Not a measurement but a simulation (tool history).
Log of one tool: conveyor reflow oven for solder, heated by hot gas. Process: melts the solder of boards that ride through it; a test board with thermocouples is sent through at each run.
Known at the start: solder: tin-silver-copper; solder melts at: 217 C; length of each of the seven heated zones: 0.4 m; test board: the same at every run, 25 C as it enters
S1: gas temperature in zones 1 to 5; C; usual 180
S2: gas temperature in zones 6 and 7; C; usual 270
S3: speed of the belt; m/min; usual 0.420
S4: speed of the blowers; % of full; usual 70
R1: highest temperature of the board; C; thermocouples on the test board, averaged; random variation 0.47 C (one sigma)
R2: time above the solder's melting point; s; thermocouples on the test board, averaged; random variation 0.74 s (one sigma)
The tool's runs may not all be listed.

| run | hour | S1 | S2 | S3 | S4 | R1 | R2 |
|---|---|---|---|---|---|---|---|
| 1 | 0.0 | 180 | 270 | 0.420 | 70 | 253.7 | 91.2 |
| 2 | 41.3 | 171 | 270 | 0.420 | 70 | 253.0 | 83.1 |
| 3 | 86.6 | 171 | 270 | 0.420 | 70 | 252.0 | 83.1 |
| 4 | 131.9 | 171 | 270 | 0.420 | 70 | 251.7 | 84.0 |
| 5 | 150.9 | 180 | 270 | 0.420 | 70 | 253.0 | 90.2 |
| 6 | 192.6 | 180 | 270 | 0.420 | 70 | 252.8 | 89.3 |
| 7 | 229.6 | 180 | 270 | 0.420 | 70 | 253.1 | 91.1 |
| 8 | 265.4 | 173 | 270 | 0.420 | 70 | 251.2 | 82.6 |
| 9 | 293.1 | 180 | 270 | 0.420 | 70 | 252.5 | 89.3 |
| 10 | 336.7 | 180 | 270 | 0.408 | 80 | 254.9 | 96.4 |
| 11 | 379.5 | 178 | 284 | 0.489 | 76 | 259.9 | 81.8 |
| 12 | 421.1 | 182 | 266 | 0.410 | 67 | 249.6 | 89.1 |
| 13 | 463.2 | 182 | 266 | 0.410 | 63 | 248.3 | 86.5 |
| 14 | 502.1 | 182 | 266 | 0.410 | 63 | 248.7 | 85.7 |
| 15 | 533.8 | 182 | 266 | 0.410 | 63 | 248.1 | 85.9 |
| 16 | 562.7 | 182 | 266 | 0.410 | 63 | 248.3 | 85.9 |
| 17 | 598.8 | 186 | 272 | 0.410 | 67 | 254.3 | 98.8 |
| 18 | 620.3 | 175 | 278 | 0.410 | 53 | 253.1 | 88.0 |

4 ways to go on from here, each from the tool as it stands after run 18. What would each give?
| A | 639.2 | 173 | 278 | 0.410 | 53 | ? | ? |
| B | 639.2 | 175 | 278 | 0.410 | 74 | ? | ? |
| C | 639.2 | 180 | 270 | 0.382 | 50 | ? | ? |
| D | 639.2 | 175 | 284 | 0.410 | 53 | ? | ? |

| run | R1 | R2 |
|---|---|---|
| A | 253.3 | 86.6 |
| B | 258.5 | 95.2 |
| C | 249.3 | 92.6 |
| D | 258.5 | 93.9 |
Without the tool's hidden state the same runs would have given:
| run | R1 | R2 |
|---|---|---|
| A | 256.8 | 90.1 |
| B | 262.1 | 98.1 |
| C | 252.2 | 96.0 |
| D | 262.0 | 96.8 |
